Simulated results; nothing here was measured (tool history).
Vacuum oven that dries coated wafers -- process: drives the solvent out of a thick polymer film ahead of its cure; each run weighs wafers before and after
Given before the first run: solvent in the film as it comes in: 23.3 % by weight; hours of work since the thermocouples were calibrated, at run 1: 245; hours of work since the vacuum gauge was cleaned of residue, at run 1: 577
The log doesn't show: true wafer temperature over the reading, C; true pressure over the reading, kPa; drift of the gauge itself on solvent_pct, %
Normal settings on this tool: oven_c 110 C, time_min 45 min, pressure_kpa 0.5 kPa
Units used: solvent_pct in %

run     day  oven_c  time_min  pressure_kpa  hours of work since the thermocouples were calibrated  hours of work since the vacuum gauge was cleaned of residue  solvent_pct
  1       0     110        45           0.5                                                    245                                                          577         1.07
  2   0.662     110        45           0.5                                                    258                                                          590         1.18
  3   1.438     110        45           0.5                                                    273                                                          605         1.15
  4   1.946     110        79           0.5                                                    282                                                          614         0.44
  5   2.758     112        79           0.5                                                    298                                                          630         0.23
  6   3.625     112        79           0.5                                                    314                                                          646         0.24
  7   4.458     112        79           0.5                                                    330                                                          662         0.28
  8   5.258     112        79           0.7                                                    346                                                          678         0.37
  9   5.696     110        45          1.12                                                    354                                                          686         1.53
 10   6.538     110        45          1.12                                                    370                                                          702         1.46
 11   7.367     110        45          1.12                                                    386                                                          718          1.5
 12   8.096     110        45          1.12                                                    400                                                          732         1.44
 13   8.833     110        45          1.12                                                    414                                                          746         1.54
 14   9.646     110        45          1.12                                                    429                                                          761         1.52
 15  10.471     110        45          1.12                                                    445                                                          777          1.6
 16  10.867     110        45          1.12                                                    453                                                          785         1.49
 17  11.558     110        45         1.475                                                    466                                                          798          1.7
 18  12.371     110        45         1.475                                                    481                                                          813         1.68
 19  13.067     110        45         1.475                                                    495                                                          827          1.7
 20  13.696     110        45         1.475                                                    507                                                          839          1.7
 21  14.067     110        45         1.475                                                    514                                                          846         1.73
 22  14.604     110        45           0.5                                                    524                                                          856         1.37
 23    15.2     110        45           0.5                                                    535                                                          867         1.33
 24  15.933     100        45           0.5                                                    549                                                          881         4.41
 25  16.529     100        39         1.753                                                    561                                                          893          6.1
 26  17.212     100        39         1.753                                                    574                                                          906         6.11
     17.338  -- oven's thermocouples calibrated
 27  17.917     103        63         0.322                                                     11                                                          918         1.87
 28    18.6     103        63         0.322                                                     24                                                          931         1.83
     19.004  -- oven's thermocouples calibrated, once more
 29  19.329      96        40           0.5                                                      6                                                          943         6.56
 30  19.779     121        40           0.5                                                     15                                                          952         0.31
 31  20.217     122        45         1.058                                                     23                                                          960         0.41
 32  20.662     117        46         0.375                                                     32                                                          969         0.43
 33  21.304     105        45         1.566                                                     44                                                          981         2.85
 34   21.95     105        45         1.566                                                     56                                                          993         2.75
 35  22.671     105        45         1.566                                                     70                                                         1007         2.72
 36  23.067     105        45         1.566                                                     78                                                         1014         2.73
 37  23.517      95        32         0.379                                                     86                                                         1023         8.57
 38  24.121      95        32         0.379                                                     98                                                         1035         8.51
 39  24.883     110        22           0.5                                                    112                                                         1049         4.26
 40  25.483     110        79           0.5                                                    124                                                         1061         0.35
 41  25.917     110        79           0.5                                                    132                                                         1069         0.45
 42    26.3     110        79           0.5                                                    139                                                         1076         0.35
 43  26.746     110        45         1.388                                                    148                                                         1085         1.53
 44  27.408     110        45         1.388                                                    160                                                         1097         1.48

Forecast each of these 3 alternatives for the next run:
  A  28.108     117        23         1.388                                                    174                                                         1111            ?
  B  28.108     109        46         1.388                                                    174                                                         1111            ?
  C  28.108     110        58           0.5                                                    174                                                         1111            ?

run  solvent_pct
  A         2.11
  B         1.66
  C         0.55
Take away the tool's hidden state, keep each run's random variation, and the runs would have read:
run  solvent_pct
  A         1.96
  B         1.49
  C          0.4

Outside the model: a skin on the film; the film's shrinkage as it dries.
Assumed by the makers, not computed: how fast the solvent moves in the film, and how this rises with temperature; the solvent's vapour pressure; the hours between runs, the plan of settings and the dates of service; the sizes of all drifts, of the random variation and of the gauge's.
